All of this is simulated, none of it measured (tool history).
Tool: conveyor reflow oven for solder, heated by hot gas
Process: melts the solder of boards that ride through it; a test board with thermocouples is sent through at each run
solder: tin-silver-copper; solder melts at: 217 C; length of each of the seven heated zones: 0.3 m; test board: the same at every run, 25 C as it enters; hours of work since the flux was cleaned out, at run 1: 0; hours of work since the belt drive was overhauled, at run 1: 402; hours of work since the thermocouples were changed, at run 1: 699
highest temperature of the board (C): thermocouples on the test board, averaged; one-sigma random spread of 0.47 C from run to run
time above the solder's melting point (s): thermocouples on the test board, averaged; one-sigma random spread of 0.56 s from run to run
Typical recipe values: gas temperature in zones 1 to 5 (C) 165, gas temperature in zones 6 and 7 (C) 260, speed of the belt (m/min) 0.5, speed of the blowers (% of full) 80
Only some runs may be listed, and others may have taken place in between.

run     day  gas temperature in zones 1 to 5 (C)  gas temperature in zones 6 and 7 (C)  speed of the belt (m/min)  speed of the blowers (% of full)  hours of work since the flux was cleaned out  hours of work since the belt drive was overhauled  hours of work since the thermocouples were changed  highest temperature of the board (C)  time above the solder's melting point (s)
  1       0                                  165                                   260                        0.5                                80                                             0                                                402                                                 699                                 240.2                                       39.3
  2   1.288                                  165                                   260                        0.5                                80                                            16                                                417                                                 715                                 238.5                                       39.9
  3   2.858                                  165                                   260                        0.5                                80                                            35                                                437                                                 734                                 239.4                                       39.3
  4   4.362                                  165                                   260                        0.5                                80                                            53                                                455                                                 753                                 239.7                                       39.1
  5   5.662                                  165                                   260                        0.5                                80                                            69                                                471                                                 769                                 238.6                                         39
  6   6.721                                  165                                   260                        0.5                                80                                            82                                                484                                                 782                                 238.6                                       37.9
  7   7.638                                  165                                   258                        0.5                                80                                            94                                                495                                                 793                                 237.2                                       36.5
  8   8.367                                  165                                   272                        0.5                                80                                           103                                                504                                                 802                                 248.3                                       47.4
  9   9.938                                  165                                   260                        0.5                                80                                           122                                                523                                                 821                                 237.7                                       38.4
 10   11.55                                  165                                   260                        0.5                                80                                           142                                                543                                                 841                                 237.4                                       36.9
 11  12.558                                  165                                   260                        0.5                                80                                           154                                                556                                                 853                                 237.6                                       36.3
 12  13.767                                  165                                   260                        0.5                                80                                           169                                                570                                                 868                                 236.7                                       36.5
 13  14.908                                  165                                   260                        0.5                                80                                           183                                                584                                                 882                                 236.3                                       37.2
     15.925  -- thermocouples of zones 6 and 7 changed
 14  16.454                                  165                                   260                        0.5                                80                                           201                                                602                                                   6                                 238.6                                       37.9
 15  17.229                                  165                                   260                        0.5                                80                                           210                                                612                                                  16                                 237.7                                       37.7

Estimate the outcome of run 16 from the log above:
 16  18.429                                  165                                   260                        0.5                                80                                           225                                                626                                                  31                                     ?                                          ?

highest temperature of the board (C): 237.5
time above the solder's melting point (s): 37.7
Take away the tool's hidden state, keep the run-to-run variation as it was, and the same run would have given highest temperature of the board (C) 240.4, time above the solder's melting point (s) 41.3.

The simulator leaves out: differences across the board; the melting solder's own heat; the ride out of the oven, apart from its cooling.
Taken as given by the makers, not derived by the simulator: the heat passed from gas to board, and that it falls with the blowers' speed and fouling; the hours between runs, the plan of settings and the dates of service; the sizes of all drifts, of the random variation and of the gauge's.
